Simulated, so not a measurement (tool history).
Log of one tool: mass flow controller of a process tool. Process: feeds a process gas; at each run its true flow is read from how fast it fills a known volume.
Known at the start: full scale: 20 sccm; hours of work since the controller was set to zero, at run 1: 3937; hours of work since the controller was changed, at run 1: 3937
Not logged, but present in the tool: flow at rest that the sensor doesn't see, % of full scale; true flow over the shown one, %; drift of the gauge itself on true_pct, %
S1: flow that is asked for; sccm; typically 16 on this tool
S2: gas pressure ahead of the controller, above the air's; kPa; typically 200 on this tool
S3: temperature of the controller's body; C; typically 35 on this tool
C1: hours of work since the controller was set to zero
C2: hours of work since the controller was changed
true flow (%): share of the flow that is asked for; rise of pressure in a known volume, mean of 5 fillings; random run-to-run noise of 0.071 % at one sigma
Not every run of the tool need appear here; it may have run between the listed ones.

run 1 hour=0.0 | S1=16 S2=200 S3=35 | C1=3937 C2=3937 | true_flow_(%)=99.86
run 2 hour=355.4 | S1=16 S2=200 S3=35 | C1=4069 C2=4069 | true_flow_(%)=99.87
run 3 hour=609.2 | S1=16 S2=200 S3=35 | C1=4163 C2=4163 | true_flow_(%)=99.82
run 4 hour=903.3 | S1=16 S2=200 S3=35 | C1=4272 C2=4272 | true_flow_(%)=99.77
run 5 hour=1186.9 | S1=16 S2=200 S3=26 | C1=4377 C2=4377 | true_flow_(%)=99.38
run 6 hour=1341.7 | S1=16 S2=200 S3=26 | C1=4434 C2=4434 | true_flow_(%)=99.25
run 7 hour=1535.7 | S1=16 S2=200 S3=26 | C1=4506 C2=4506 | true_flow_(%)=99.15
run 8 hour=1784.0 | S1=16 S2=200 S3=35 | C1=4598 C2=4598 | true_flow_(%)=99.52
run 9 hour=2054.8 | S1=16 S2=196 S3=35 | C1=4698 C2=4698 | true_flow_(%)=99.55
run 10 hour=2315.3 | S1=16 S2=206 S3=35 | C1=4795 C2=4795 | true_flow_(%)=99.48
-- hour=2456.6 controller's zero set anew
run 11 hour=2490.4 | S1=16 S2=200 S3=35 | C1=13 C2=4860 | true_flow_(%)=99.39
run 12 hour=2763.4 | S1=16 S2=200 S3=35 | C1=114 C2=4961 | true_flow_(%)=99.42
-- hour=2985.2 controller exchanged for a calibrated one
run 13 hour=3020.8 | S1=16 S2=200 S3=35 | C1=13 C2=13 | true_flow_(%)=99.23
run 14 hour=3203.0 | S1=16 S2=200 S3=35 | C1=81 C2=81 | true_flow_(%)=99.25
run 15 hour=3381.7 | S1=16 S2=241 S3=35 | C1=147 C2=147 | true_flow_(%)=98.85
run 16 hour=3603.7 | S1=16 S2=241 S3=23 | C1=229 C2=229 | true_flow_(%)=98.36
run 17 hour=3804.7 | S1=16 S2=200 S3=35 | C1=304 C2=304 | true_flow_(%)=99.13
run 18 hour=4046.5 | S1=16 S2=264 S3=35 | C1=393 C2=393 | true_flow_(%)=98.60
run 19 hour=4380.7 | S1=16 S2=264 S3=35 | C1=517 C2=517 | true_flow_(%)=98.56
run 20 hour=4577.3 | S1=16 S2=264 S3=35 | C1=590 C2=590 | true_flow_(%)=98.57
run 21 hour=4747.7 | S1=16 S2=264 S3=35 | C1=653 C2=653 | true_flow_(%)=98.61
run 22 hour=5068.8 | S1=16 S2=264 S3=35 | C1=772 C2=772 | true_flow_(%)=98.45
run 23 hour=5224.6 | S1=8 S2=264 S3=35 | C1=830 C2=830 | true_flow_(%)=97.36
run 24 hour=5516.1 | S1=17 S2=264 S3=34 | C1=938 C2=938 | true_flow_(%)=98.48
run 25 hour=5774.8 | S1=2 S2=144 S3=35 | C1=1034 C2=1034 | true_flow_(%)=97.07
run 26 hour=6031.5 | S1=2 S2=144 S3=35 | C1=1129 C2=1129 | true_flow_(%)=97.15
run 27 hour=6199.7 | S1=16 S2=144 S3=35 | C1=1191 C2=1191 | true_flow_(%)=98.92
run 28 hour=6426.8 | S1=16 S2=210 S3=21 | C1=1275 C2=1275 | true_flow_(%)=97.90
-- hour=6784.2 gauge calibrated
run 29 hour=6784.2 | S1=16 S2=200 S3=38 | C1=1408 C2=1408 | true_flow_(%)=99.90
run 30 hour=7097.0 | S1=3 S2=148 S3=38 | C1=1524 C2=1524 | true_flow_(%)=98.35
run 31 hour=7267.5 | S1=4 S2=169 S3=20 | C1=1587 C2=1587 | true_flow_(%)=97.57
run 32 hour=7577.7 | S1=2 S2=190 S3=38 | C1=1702 C2=1702 | true_flow_(%)=97.86
run 33 hour=7915.3 | S1=15 S2=200 S3=35 | C1=1827 C2=1827 | true_flow_(%)=99.57
run 34 hour=8232.8 | S1=15 S2=261 S3=32 | C1=1945 C2=1945 | true_flow_(%)=98.92
run 35 hour=8392.9 | S1=16 S2=215 S3=30 | C1=2004 C2=2004 | true_flow_(%)=99.25
run 36 hour=8544.4 | S1=2 S2=270 S3=32 | C1=2060 C2=2060 | true_flow_(%)=96.99
run 37 hour=8729.6 | S1=5 S2=163 S3=33 | C1=2129 C2=2129 | true_flow_(%)=97.97
run 38 hour=8891.9 | S1=5 S2=163 S3=33 | C1=2189 C2=2189 | true_flow_(%)=98.10
run 39 hour=9240.0 | S1=16 S2=200 S3=26 | C1=2318 C2=2318 | true_flow_(%)=98.99
run 40 hour=9605.4 | S1=16 S2=200 S3=26 | C1=2453 C2=2453 | true_flow_(%)=98.97
run 41 hour=9803.4 | S1=4 S2=257 S3=30 | C1=2526 C2=2526 | true_flow_(%)=97.06
run 42 hour=10073.9 | S1=4 S2=257 S3=30 | C1=2627 C2=2627 | true_flow_(%)=97.02
run 43 hour=10440.4 | S1=19 S2=154 S3=35 | C1=2763 C2=2763 | true_flow_(%)=99.62
run 44 hour=10715.2 | S1=12 S2=154 S3=31 | C1=2864 C2=2864 | true_flow_(%)=98.69

Here are 3 independent what-if runs from the current tool condition. What would each one return?
run A hour=11043.3 | S1=4 S2=197 S3=24 | C1=2986 C2=2986 | true_flow_(%)=?
run B hour=11043.3 | S1=3 S2=230 S3=31 | C1=2986 C2=2986 | true_flow_(%)=?
run C hour=11043.3 | S1=15 S2=174 S3=22 | C1=2986 C2=2986 | true_flow_(%)=?

run=A true_flow_(%)=96.87
run=B true_flow_(%)=96.85
run=C true_flow_(%)=98.59
Stripped of hidden state, with their random variation kept, the same runs would have yielded:
run=A true_flow_(%)=97.66
run=B true_flow_(%)=97.63
run=C true_flow_(%)=99.41
